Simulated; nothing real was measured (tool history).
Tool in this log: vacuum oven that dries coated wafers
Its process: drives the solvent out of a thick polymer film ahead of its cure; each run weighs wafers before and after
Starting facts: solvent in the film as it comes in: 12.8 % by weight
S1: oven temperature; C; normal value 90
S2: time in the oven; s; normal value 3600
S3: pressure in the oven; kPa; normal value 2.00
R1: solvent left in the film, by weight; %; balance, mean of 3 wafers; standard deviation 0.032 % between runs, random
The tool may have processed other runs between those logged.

run 1 hour=0.0 | S1=90 S2=3600 S3=2.00 | R1=2.14
run 2 hour=66.3 | S1=90 S2=3600 S3=2.00 | R1=2.15
run 3 hour=136.9 | S1=90 S2=3600 S3=2.00 | R1=2.10
run 4 hour=190.5 | S1=90 S2=3600 S3=2.00 | R1=2.09
run 5 hour=294.3 | S1=83 S2=3600 S3=2.00 | R1=3.61
run 6 hour=384.8 | S1=78 S2=3960 S3=2.35 | R1=4.61
run 7 hour=460.6 | S1=77 S2=2280 S3=4.17 | R1=7.29
run 8 hour=566.1 | S1=99 S2=2280 S3=5.98 | R1=2.95
run 9 hour=654.4 | S1=98 S2=3600 S3=7.50 | R1=2.88
run 10 hour=746.9 | S1=95 S2=3780 S3=1.56 | R1=1.14

Here are 3 independent what-if runs from the current tool condition. What would each one return?
run A hour=833.7 | S1=95 S2=3600 S3=2.00 | R1=?
run B hour=833.7 | S1=90 S2=3600 S3=7.86 | R1=?
run C hour=833.7 | S1=95 S2=2700 S3=1.00 | R1=?

run=A R1=1.50
run=B R1=4.43
run=C R1=1.61
What these runs would have given with no unlogged condition in the tool:
run=A R1=1.51
run=B R1=4.44
run=C R1=1.61
